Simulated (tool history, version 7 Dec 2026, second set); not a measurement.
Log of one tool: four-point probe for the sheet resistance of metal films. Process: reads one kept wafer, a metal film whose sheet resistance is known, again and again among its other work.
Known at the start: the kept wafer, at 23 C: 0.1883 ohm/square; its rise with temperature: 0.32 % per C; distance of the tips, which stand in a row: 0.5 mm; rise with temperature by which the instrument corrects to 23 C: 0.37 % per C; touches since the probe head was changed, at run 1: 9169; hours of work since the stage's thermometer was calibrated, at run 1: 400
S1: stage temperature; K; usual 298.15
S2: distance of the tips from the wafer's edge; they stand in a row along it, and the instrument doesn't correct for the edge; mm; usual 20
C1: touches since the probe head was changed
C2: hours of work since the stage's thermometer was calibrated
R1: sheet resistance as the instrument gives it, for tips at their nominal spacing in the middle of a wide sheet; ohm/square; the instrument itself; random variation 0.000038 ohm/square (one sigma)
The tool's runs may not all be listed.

run	hour	S1	S2	C1	C2	R1
1	0.0	298.15	20	9169	400	0.188131
2	85.1	298.15	20	12318	438	0.188177
3	152.6	294.15	20	14816	468	0.188542
4	201.1	293.15	20	16611	489	0.188714
5	284.2	293.15	20	19683	526	0.188700
6	333.8	298.15	20	21520	547	0.188174
7	416.0	298.15	16	24558	584	0.188239
8	477.2	298.15	16	26823	611	0.188217
9	542.0	296.15	20	29221	639	0.188362
10	589.6	296.15	20	30983	660	0.188362
11	651.3	298.15	20	33264	687	0.188202
12	725.6	298.15	20	36013	720	0.188164
13	782.9	298.15	4	38135	745	0.189715
14	822.2	298.15	20	39587	763	0.188168
15	906.9	298.15	63	42723	800	0.188098
16	964.7	298.15	63	44859	825	0.188104
17	1044.9	298.15	59	47826	861	0.188106
18	1102.3	298.15	59	49949	886	0.188131
19	1180.0	298.15	9	52824	920	0.188375
20	1244.2	298.15	9	55200	948	0.188426
21	1321.8	298.15	9	58073	983	0.188447
22	1375.2	298.15	35	60046	1006	0.188195
23	1430.2	295.15	44	62081	1030	0.188479
24	1515.3	294.15	59	65232	1068	0.188559
25	1585.7	291.15	40	67834	1099	0.188954
26	1630.1	291.15	3	69478	1118	0.191596
27	1710.6	301.15	10	72455	1154	0.188053
28	1798.9	298.15	9	75724	1193	0.188427
29	1835.8	292.15	35	77086	1209	0.188766
30	1884.0	300.15	67	78870	1230	0.187880
31	1961.8	300.15	67	81750	1265	0.187917
32	2002.4	294.15	10	83251	1282	0.188785
33	2052.2	294.15	26	85093	1304	0.188571
34	2094.7	296.15	70	86667	1323	0.188333
35	2165.8	296.15	70	89295	1354	0.188314
36	2252.9	296.15	21	92520	1393	0.188337
37	2289.8	295.15	20	93883	1409	0.188540
38	2354.1	295.15	20	96263	1437	0.188466
39	2408.0	293.15	54	98257	1461	0.188697
40	2482.9	293.15	54	101029	1494	0.188626
41	2528.7	298.15	71	102723	1514	0.188145
42	2584.9	301.15	14	104802	1539	0.187842
43	2643.5	302.15	39	106969	1565	0.187724
44	2729.3	299.15	6	110144	1603	0.188766

4 ways to go on from here, each from the tool as it stands after run 44. What would each give?
A	2767.3	295.15	31	111548	1619	?
B	2767.3	298.15	19	111548	1619	?
C	2767.3	299.15	23	111548	1619	?
D	2767.3	304.15	3	111548	1619	?

run	R1
A	0.188470
B	0.188224
C	0.188115
D	0.190255
Without the tool's hidden state the same runs would have given:
run	R1
A	0.188450
B	0.188204
C	0.188095
D	0.190235

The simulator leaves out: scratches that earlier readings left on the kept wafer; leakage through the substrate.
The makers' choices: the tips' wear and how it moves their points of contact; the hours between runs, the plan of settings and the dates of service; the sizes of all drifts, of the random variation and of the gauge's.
